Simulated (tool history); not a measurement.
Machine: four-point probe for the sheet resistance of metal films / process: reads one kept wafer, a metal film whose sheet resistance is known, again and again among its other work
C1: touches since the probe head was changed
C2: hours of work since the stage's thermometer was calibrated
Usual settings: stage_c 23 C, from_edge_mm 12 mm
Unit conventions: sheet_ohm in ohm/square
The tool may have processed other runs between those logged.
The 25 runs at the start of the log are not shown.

Run 26, day 104.817: usual settings but stage_c 18 C, from_edge_mm 9 mm; C1 197819; C2 159. Result: sheet_ohm 0.090982 ohm/square.
Run 27, day 109.812: usual settings but stage_c 18 C, from_edge_mm 9 mm; C1 201472; C2 209. Result: sheet_ohm 0.090971 ohm/square.
Run 28, day 113.483: usual settings but stage_c 24 C, from_edge_mm 3 mm; C1 204158; C2 246. Result: sheet_ohm 0.098388 ohm/square.
Run 29, day 117.904: usual settings but stage_c 24 C, from_edge_mm 3 mm; C1 207395; C2 290. Result: sheet_ohm 0.098435 ohm/square.
Run 30, day 121.008: usual settings but stage_c 29 C, from_edge_mm 13 mm; C1 209665; C2 322. Result: sheet_ohm 0.091359 ohm/square.
Run 31, day 126.742: usual settings but stage_c 19 C, from_edge_mm 14 mm; C1 213860; C2 379. Result: sheet_ohm 0.090535 ohm/square.
Run 32, day 129.954: usual settings but stage_c 33 C, from_edge_mm 7 mm; C1 216211; C2 412. Result: sheet_ohm 0.092777 ohm/square.
Run 33, day 135.396: usual settings but stage_c 31 C, from_edge_mm 13 mm; C1 220191; C2 467. Result: sheet_ohm 0.091542 ohm/square.
Run 34, day 140.279: usual settings but stage_c 31 C, from_edge_mm 13 mm; C1 223765; C2 516. Result: sheet_ohm 0.091572 ohm/square.
Run 35, day 143.638: usual settings but from_edge_mm 29 mm; C1 226221; C2 550. Result: sheet_ohm 0.090571 ohm/square.
Run 36, day 148.733: usual settings but from_edge_mm 29 mm; C1 229949; C2 601. Result: sheet_ohm 0.090629 ohm/square.
Run 37, day 151.158: usual settings but stage_c 33 C, from_edge_mm 14 mm; C1 231725; C2 625. Result: sheet_ohm 0.091660 ohm/square.
At day 152.388: new probe head fitted.
Run 38, day 155.079: usual settings but stage_c 21 C, from_edge_mm 63 mm; C1 1970; C2 665. Result: sheet_ohm 0.089975 ohm/square.
Run 39, day 159.938: usual settings but stage_c 20 C, from_edge_mm 4 mm; C1 5526; C2 713. Result: sheet_ohm 0.094497 ohm/square.
Run 40, day 164.650: usual settings but stage_c 22 C, from_edge_mm 6 mm; C1 8973; C2 761. Result: sheet_ohm 0.092148 ohm/square.
Run 41, day 168.942: usual settings but stage_c 32 C, from_edge_mm 4 mm; C1 12112; C2 804. Result: sheet_ohm 0.095491 ohm/square.
Run 42, day 174.429: usual settings but stage_c 26 C, from_edge_mm 5 mm; C1 16128; C2 859. Result: sheet_ohm 0.093389 ohm/square.
Run 43, day 179.412: usual settings but stage_c 26 C, from_edge_mm 33 mm; C1 19774; C2 910. Result: sheet_ohm 0.090427 ohm/square.
Run 44, day 183.779: usual settings but stage_c 26 C, from_edge_mm 33 mm; C1 22970; C2 954. Result: sheet_ohm 0.090467 ohm/square.
Run 45, day 188.092: usual settings but stage_c 27 C, from_edge_mm 27 mm; C1 26126; C2 997. Result: sheet_ohm 0.090560 ohm/square.

Branching from run 45: 3 alternative next runs. What would each branch give?
Run A, day 190.992: usual settings but stage_c 31 C; C1 28246; C2 1026. Result: sheet_ohm ?.
Run B, day 190.992: usual settings but stage_c 24 C, from_edge_mm 4 mm; C1 28246; C2 1026. Result: sheet_ohm ?.
Run C, day 190.992: usual settings but stage_c 19 C; C1 28246; C2 1026. Result: sheet_ohm ?.

run  sheet_ohm
  A   0.091317
  B   0.094850
  C   0.090398
With the hidden condition removed and each run's random variation left untouched, the same runs would have given:
run  sheet_ohm
  A   0.091154
  B   0.094684
  C   0.090241

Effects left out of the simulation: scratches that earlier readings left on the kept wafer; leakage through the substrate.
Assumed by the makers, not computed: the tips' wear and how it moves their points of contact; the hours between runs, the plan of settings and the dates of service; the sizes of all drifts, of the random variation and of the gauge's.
